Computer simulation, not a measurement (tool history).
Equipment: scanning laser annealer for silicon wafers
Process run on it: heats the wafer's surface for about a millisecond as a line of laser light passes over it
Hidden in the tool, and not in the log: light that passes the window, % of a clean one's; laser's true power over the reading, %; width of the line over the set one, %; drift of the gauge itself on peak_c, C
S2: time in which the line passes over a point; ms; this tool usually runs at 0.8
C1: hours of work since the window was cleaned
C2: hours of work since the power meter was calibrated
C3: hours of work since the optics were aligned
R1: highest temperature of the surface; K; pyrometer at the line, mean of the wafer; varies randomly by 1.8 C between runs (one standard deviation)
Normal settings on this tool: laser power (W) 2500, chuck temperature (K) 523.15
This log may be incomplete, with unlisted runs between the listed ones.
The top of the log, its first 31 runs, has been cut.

run 32 day=71.471 | laser_power_(W)=2367 S2=0.936 chuck_temperature_(K)=544.15 | C1=115 C2=2054 C3=1239 | R1=1319.15
run 33 day=74.575 | laser_power_(W)=2628 S2=0.784 chuck_temperature_(K)=485.15 | C1=149 C2=2088 C3=1273 | R1=1278.15
run 34 day=76.267 | laser_power_(W)=2231 S2=0.745 chuck_temperature_(K)=495.15 | C1=168 C2=2106 C3=1292 | R1=1127.15
run 35 day=77.867 | laser_power_(W)=2231 S2=0.745 chuck_temperature_(K)=495.15 | C1=186 C2=2124 C3=1310 | R1=1127.15
run 36 day=79.825 | laser_power_(W)=2231 S2=0.979 chuck_temperature_(K)=514.15 | C1=207 C2=2146 C3=1331 | R1=1241.15
-- day=81.271 optics aligned, line set to its width
run 37 day=81.812 | laser_power_(W)=2469 S2=0.979 chuck_temperature_(K)=509.15 | C1=227 C2=2165 C3=6 | R1=1351.15
run 38 day=83.308 | laser_power_(W)=2469 S2=0.979 chuck_temperature_(K)=509.15 | C1=244 C2=2182 C3=22 | R1=1352.15
run 39 day=85.308 | laser_power_(W)=2469 S2=0.979 chuck_temperature_(K)=509.15 | C1=266 C2=2204 C3=45 | R1=1348.15
run 40 day=88.038 | laser_power_(W)=2500 S2=0.651 chuck_temperature_(K)=535.15 | C1=296 C2=2234 C3=75 | R1=1218.15
run 41 day=91.142 | laser_power_(W)=2500 S2=0.641 chuck_temperature_(K)=520.15 | C1=330 C2=2268 C3=109 | R1=1193.15

Branching from run 41: 4 alternative next runs. What would each branch give?
run A day=93.708 | laser_power_(W)=2500 S2=0.774 chuck_temperature_(K)=520.15 | C1=358 C2=2297 C3=137 | R1=?
run B day=93.708 | laser_power_(W)=2253 S2=0.8 chuck_temperature_(K)=528.15 | C1=358 C2=2297 C3=137 | R1=?
run C day=93.708 | laser_power_(W)=2500 S2=0.661 chuck_temperature_(K)=520.15 | C1=358 C2=2297 C3=137 | R1=?
run D day=93.708 | laser_power_(W)=2174 S2=0.596 chuck_temperature_(K)=520.15 | C1=358 C2=2297 C3=137 | R1=?

run=A R1=1269.15
run=B R1=1198.15
run=C R1=1203.15
run=D R1=1069.15
What these runs would have given with no unlogged condition in the tool:
run=A R1=1296.15
run=B R1=1222.15
run=C R1=1227.15
run=D R1=1088.15

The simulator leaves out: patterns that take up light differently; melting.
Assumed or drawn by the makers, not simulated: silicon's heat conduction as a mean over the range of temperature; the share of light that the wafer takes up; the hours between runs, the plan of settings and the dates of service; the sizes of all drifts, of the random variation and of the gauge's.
